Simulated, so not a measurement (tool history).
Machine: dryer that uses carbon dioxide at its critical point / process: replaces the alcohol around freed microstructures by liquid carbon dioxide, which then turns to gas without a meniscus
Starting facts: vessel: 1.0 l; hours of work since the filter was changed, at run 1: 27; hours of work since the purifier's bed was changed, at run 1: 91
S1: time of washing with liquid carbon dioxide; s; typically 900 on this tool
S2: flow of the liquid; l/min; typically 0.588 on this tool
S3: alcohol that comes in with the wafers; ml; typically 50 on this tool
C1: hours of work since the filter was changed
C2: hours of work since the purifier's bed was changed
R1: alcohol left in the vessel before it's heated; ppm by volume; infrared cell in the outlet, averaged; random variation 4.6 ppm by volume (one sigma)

run	hour	S1	S2	S3	C1	C2	R1
1	0.0	900	0.588	50	27	91	34
2	19.1	900	0.774	50	40	104	2
3	46.1	900	0.774	50	58	122	9
4	65.0	900	0.774	34	71	135	10
5	87.7	900	0.895	50	86	151	11
6	103.6	900	0.895	50	97	161	13
7	116.6	900	0.895	50	106	170	6
8	131.7	900	0.895	50	116	180	15
9	145.0	900	0.895	50	125	189	7
10	166.7	900	0.588	35	140	204	18
11	192.3	900	0.588	35	157	221	28
12	206.2	900	0.588	35	166	231	32
13	218.5	900	0.588	57	175	239	42
14	233.8	720	0.588	50	185	249	109
15	248.5	720	0.588	50	195	259	109
16	264.5	720	0.588	50	206	270	109
17	279.2	720	0.604	50	216	280	92
18	295.8	720	0.604	50	227	291	94
19	319.3	720	0.604	50	243	307	100
20	341.7	720	0.604	50	258	322	94
21	357.9	720	0.604	59	269	333	124
22	385.3	900	0.588	22	287	352	26
23	409.2	900	0.588	97	304	368	61
24	431.4	900	0.480	96	319	383	200
25	443.6	900	0.385	67	327	391	442
26	465.1	720	0.394	50	341	405	803
27	489.5	600	0.537	86	358	422	831
28	501.1	600	0.537	86	366	430	846
29	524.4	540	0.521	119	381	446	2086
30	547.3	1140	0.698	80	397	461	19
31	563.6	900	0.588	114	408	472	86
32	592.0	900	0.588	87	427	491	68
33	617.3	1320	0.588	86	444	508	23
34	628.9	1320	0.717	48	452	516	29
35	654.5	1260	0.717	48	469	533	18
36	679.6	960	0.368	71	486	550	510
# hour 705.8: inlet filter changed
37	706.4	660	0.527	52	0	568	274
38	733.6	1200	0.558	48	19	586	30
39	745.1	1200	0.558	48	27	594	31
40	758.8	540	0.392	50	36	603	1981
41	785.7	900	0.845	44	54	621	25
42	810.7	900	0.845	44	71	638	17
43	828.3	1260	0.539	46	83	650	31
44	855.3	1440	0.588	44	101	668	34
45	868.9	1440	0.588	44	110	678	31

Alternative continuations, all from the tool just after run 45; predict every row:
A	891.6	1440	0.694	44	126	693	?
B	891.6	540	0.434	50	126	693	?
C	891.6	840	0.588	44	126	693	?

run	R1
A	30
B	1547
C	56
Take away the tool's hidden state, keep each run's random variation, and the runs would have read:
run	R1
A	5
B	1347
C	26
